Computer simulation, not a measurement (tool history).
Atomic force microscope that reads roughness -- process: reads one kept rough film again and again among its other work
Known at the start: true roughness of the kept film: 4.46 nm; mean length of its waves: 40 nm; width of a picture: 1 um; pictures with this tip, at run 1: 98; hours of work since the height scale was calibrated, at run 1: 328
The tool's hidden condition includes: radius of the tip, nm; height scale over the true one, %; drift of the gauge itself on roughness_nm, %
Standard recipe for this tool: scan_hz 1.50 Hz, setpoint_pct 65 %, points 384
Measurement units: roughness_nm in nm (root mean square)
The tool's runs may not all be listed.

run	hour	scan_hz	setpoint_pct	points	pictures with this tip	hours of work since the height scale was calibrated	roughness_nm
1	0.0	1.50	65	384	98	328	3.633
2	19.2	1.50	65	384	122	339	3.545
3	35.2	1.50	65	384	143	347	3.518
4	51.6	1.50	65	384	163	356	3.420
5	69.0	1.50	65	384	185	365	3.420
6	88.2	1.50	65	384	209	376	3.366
# hour 101.7: new tip fitted
7	117.7	3.09	85	860	20	391	2.869
8	139.6	3.09	85	860	48	403	2.864
9	165.3	1.29	65	384	80	417	3.725
10	177.9	1.50	75	546	96	424	3.482
11	190.3	0.72	65	332	112	430	3.714

Branching from run 11: 5 alternative next runs. What would each branch give?
A	216.9	1.88	62	356	145	445	?
B	216.9	1.83	77	311	145	445	?
C	216.9	0.93	74	705	145	445	?
D	216.9	1.50	58	517	145	445	?
E	216.9	0.72	89	332	145	445	?

run	roughness_nm
A	3.530
B	3.195
C	3.539
D	3.619
E	3.370
Without the tool's hidden state the same runs would have given:
run	roughness_nm
A	3.919
B	3.546
C	3.929
D	4.019
E	3.742

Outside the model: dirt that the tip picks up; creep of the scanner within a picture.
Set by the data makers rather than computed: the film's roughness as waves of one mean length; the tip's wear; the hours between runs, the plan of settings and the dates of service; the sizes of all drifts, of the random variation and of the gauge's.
